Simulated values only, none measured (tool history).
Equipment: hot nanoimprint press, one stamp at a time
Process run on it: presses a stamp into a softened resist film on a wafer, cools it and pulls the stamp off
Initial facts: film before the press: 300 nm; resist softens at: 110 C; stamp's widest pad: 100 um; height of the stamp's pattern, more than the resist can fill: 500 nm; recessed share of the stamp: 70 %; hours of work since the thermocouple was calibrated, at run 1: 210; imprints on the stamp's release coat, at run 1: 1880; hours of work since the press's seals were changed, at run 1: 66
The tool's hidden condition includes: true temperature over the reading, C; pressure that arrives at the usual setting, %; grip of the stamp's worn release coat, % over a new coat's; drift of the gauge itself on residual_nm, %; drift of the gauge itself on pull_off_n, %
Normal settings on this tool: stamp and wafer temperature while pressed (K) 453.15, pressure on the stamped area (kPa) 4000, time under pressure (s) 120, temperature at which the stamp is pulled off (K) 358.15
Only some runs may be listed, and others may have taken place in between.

run,day,stamp and wafer temperature while pressed (K),pressure on the stamped area (kPa),time under pressure (s),temperature at which the stamp is pulled off (K),hours of work since the thermocouple was calibrated,imprints on the stamp's release coat,hours of work since the press's seals were changed,resist left under the stamp's widest pad (angstrom),greatest force while the stamp is pulled off (N)
1,0,453.15,4000,120,358.15,210,1880,66,1724,331
2,0.246,453.15,4000,120,358.15,214,1902,70,1719,338
3,0.538,453.15,4000,120,358.15,219,1928,75,1737,332
4,0.883,453.15,4000,120,358.15,224,1959,80,1749,346
5,1.246,453.15,4000,120,358.15,230,1991,86,1714,331
6,1.683,453.15,4000,120,358.15,237,2030,93,1743,348
7,2.029,453.15,4000,120,358.15,242,2061,98,1738,356
8,2.417,453.15,4000,120,358.15,248,2096,104,1739,351
9,2.888,453.15,4000,120,358.15,256,2138,112,1733,357
10,3.342,453.15,4000,120,358.15,263,2178,119,1730,352
11,3.867,453.15,4000,120,358.15,271,2225,127,1733,355
12,4.429,453.15,4000,120,358.15,280,2275,136,1752,362
13,4.975,461.15,4320,171,351.15,288,2324,144,1167,379
14,5.421,453.15,4000,187,358.15,295,2363,151,1542,365
15,5.925,458.15,5630,187,346.15,303,2408,159,1069,395
16,6.338,450.15,3360,190,361.15,310,2445,166,1846,362
# day 6.762: stamp cleaned and given a new release coat
17,7.142,450.15,3360,190,361.15,318,34,174,1841,206
18,7.604,453.15,3990,208,344.15,326,75,182,1486,225
19,8.15,453.15,3990,208,344.15,334,124,190,1495,226
20,8.408,453.15,2400,124,361.15,338,147,194,2165,199
21,8.912,453.15,2400,124,361.15,346,192,202,2184,215
22,9.483,443.15,2950,120,352.15,355,243,211,2520,230
23,9.808,443.15,2950,120,352.15,360,272,216,2548,225
24,10.058,453.15,4890,120,358.15,364,294,220,1586,215

Below, some changes in resist left under the stamp's widest pad (angstrom) between adjacent runs. For each, the amount present without the hidden state too (settings, incoming material, random variation) and the amount remaining for the hidden state with gauge scatter not shared by both compared results:
Run 12 -> 13: stamp and wafer temperature while pressed (K) 453.15 -> 461.15, pressure on the stamped area (kPa) 4000 -> 4320, time under pressure (s) 120 -> 171, temperature at which the stamp is pulled off (K) 358.15 -> 351.15. resist left under the stamp's widest pad (angstrom) -585: hidden state -19, all else -566.
Run 15 -> 16: stamp and wafer temperature while pressed (K) 458.15 -> 450.15, pressure on the stamped area (kPa) 5630 -> 3360, time under pressure (s) 187 -> 190, temperature at which the stamp is pulled off (K) 346.15 -> 361.15. resist left under the stamp's widest pad (angstrom) +777: hidden state +23, all else +754.
Run 23 -> 24: stamp and wafer temperature while pressed (K) 443.15 -> 453.15, pressure on the stamped area (kPa) 2950 -> 4890, temperature at which the stamp is pulled off (K) 352.15 -> 358.15. resist left under the stamp's widest pad (angstrom) -962: hidden state +15, all else -977.
